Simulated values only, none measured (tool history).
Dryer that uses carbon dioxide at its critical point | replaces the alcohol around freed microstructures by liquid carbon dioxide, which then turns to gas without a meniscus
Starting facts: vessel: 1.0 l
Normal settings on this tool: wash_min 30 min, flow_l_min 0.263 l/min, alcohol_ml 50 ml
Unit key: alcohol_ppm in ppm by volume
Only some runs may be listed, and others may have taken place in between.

Run 1, day 0: usual settings. Result: alcohol_ppm 189 ppm by volume.
At day 0.942: inlet filter changed.
Run 2, day 1.671: usual settings but alcohol_ml 114 ml. Result: alcohol_ppm 140 ppm by volume.
Run 3, day 3.446: usual settings but alcohol_ml 114 ml. Result: alcohol_ppm 157 ppm by volume.
Run 4, day 5.146: usual settings but alcohol_ml 114 ml. Result: alcohol_ppm 154 ppm by volume.
Run 5, day 7.412: usual settings but alcohol_ml 114 ml. Result: alcohol_ppm 171 ppm by volume.
Run 6, day 9.725: usual settings but alcohol_ml 114 ml. Result: alcohol_ppm 191 ppm by volume.
Run 7, day 11.129: usual settings but alcohol_ml 114 ml. Result: alcohol_ppm 206 ppm by volume.
Run 8, day 12.879: usual settings. Result: alcohol_ppm 93 ppm by volume.
Run 9, day 14.438: usual settings. Result: alcohol_ppm 109 ppm by volume.
Run 10, day 15.958: usual settings. Result: alcohol_ppm 114 ppm by volume.
Run 11, day 17.379: usual settings. Result: alcohol_ppm 126 ppm by volume.
Run 12, day 19.079: usual settings. Result: alcohol_ppm 122 ppm by volume.
Run 13, day 20.667: usual settings. Result: alcohol_ppm 136 ppm by volume.
Run 14, day 22.579: usual settings but wash_min 21 min, flow_l_min 0.243 l/min, alcohol_ml 67 ml. Result: alcohol_ppm 1425 ppm by volume.
Run 15, day 24.7: usual settings but wash_min 21 min, flow_l_min 0.243 l/min, alcohol_ml 90 ml. Result: alcohol_ppm 1964 ppm by volume.
Run 16, day 26.617: usual settings but wash_min 24 min, alcohol_ml 62 ml. Result: alcohol_ppm 587 ppm by volume.
Run 17, day 28.329: usual settings but wash_min 24 min, alcohol_ml 62 ml. Result: alcohol_ppm 627 ppm by volume.
Run 18, day 29.438: usual settings but wash_min 24 min, alcohol_ml 62 ml. Result: alcohol_ppm 622 ppm by volume.
Run 19, day 30.65: usual settings but wash_min 24 min, alcohol_ml 62 ml. Result: alcohol_ppm 658 ppm by volume.
Run 20, day 32.775: usual settings but wash_min 21 min, flow_l_min 0.214 l/min, alcohol_ml 20 ml. Result: alcohol_ppm 863 ppm by volume.
At day 33.746: inlet filter changed.
Run 21, day 34.475: usual settings but wash_min 28 min, alcohol_ml 75 ml. Result: alcohol_ppm 167 ppm by volume.
Run 22, day 36.396: usual settings but wash_min 28 min, alcohol_ml 93 ml. Result: alcohol_ppm 212 ppm by volume.
Run 23, day 37.967: usual settings but wash_min 19 min, flow_l_min 0.244 l/min, alcohol_ml 55 ml. Result: alcohol_ppm 1143 ppm by volume.
Run 24, day 40.083: usual settings but wash_min 19 min, flow_l_min 0.244 l/min, alcohol_ml 55 ml. Result: alcohol_ppm 1234 ppm by volume.
Run 25, day 42.3: usual settings but wash_min 19 min, flow_l_min 0.244 l/min, alcohol_ml 55 ml. Result: alcohol_ppm 1305 ppm by volume.

Each row is a separate what-if for the run after 25, all from the same tool condition, not one after another. Results?
Run A, day 43.646: usual settings but flow_l_min 0.16 l/min. Result: alcohol_ppm ?.
Run B, day 43.646: usual settings but wash_min 40 min. Result: alcohol_ppm ?.
Run C, day 43.646: usual settings but alcohol_ml 24 ml. Result: alcohol_ppm ?.

run  alcohol_ppm
  A         1178
  B           54
  C           87
Without the tool's unlogged condition, the same runs would have read:
run  alcohol_ppm
  A          936
  B           17
  C           42
